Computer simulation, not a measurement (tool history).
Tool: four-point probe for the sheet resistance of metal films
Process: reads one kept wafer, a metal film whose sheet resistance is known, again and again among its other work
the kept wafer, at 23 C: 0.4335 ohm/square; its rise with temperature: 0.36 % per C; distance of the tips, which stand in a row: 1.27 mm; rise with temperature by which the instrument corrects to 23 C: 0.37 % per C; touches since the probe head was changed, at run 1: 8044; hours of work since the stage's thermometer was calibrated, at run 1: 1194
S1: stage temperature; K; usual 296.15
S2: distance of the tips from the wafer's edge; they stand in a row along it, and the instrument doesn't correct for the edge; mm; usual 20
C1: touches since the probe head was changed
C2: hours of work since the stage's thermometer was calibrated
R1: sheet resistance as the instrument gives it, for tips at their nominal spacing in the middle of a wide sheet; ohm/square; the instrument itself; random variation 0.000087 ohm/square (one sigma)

run,hour,S1,S2,C1,C2,R1
1,0,296.15,20,8044,1194,0.434329
2,24.5,296.15,20,8537,1208,0.434413
3,37.7,296.15,20,8804,1215,0.434275
4,54.7,296.15,20,9147,1224,0.434539
5,79.4,296.15,20,9644,1238,0.434444
6,106.1,296.15,3,10184,1252,0.471318
7,124.9,296.15,20,10562,1262,0.434343
8,153.4,296.15,3,11137,1278,0.471477
# hour 155.4: stage's thermometer calibrated
9,177.1,296.15,3,11604,12,0.471786
10,207.4,296.15,3,12215,28,0.472045
11,238.9,296.15,20,12850,45,0.43507
# hour 243.4: stage's thermometer calibrated, once more
12,258.3,296.15,20,13231,8,0.4338
13,273.4,296.15,20,13535,16,0.433793
14,296.9,306.15,4,14009,29,0.454495
15,328.4,299.15,4,14644,46,0.454913
16,342,299.15,4,14917,54,0.45507
17,363.7,300.15,21,15357,65,0.433607
18,384.9,301.15,20,15783,77,0.433628
19,406.8,301.15,20,16224,89,0.433622
20,427.7,296.15,19,16646,100,0.433807

The next listed run, before its measurement:
21,457.5,304.15,18,17247,117,?

{"run 21": {"R1": 0.433606}}
Without the tool's hidden state the same run would have given R1 0.434153 ohm/square.
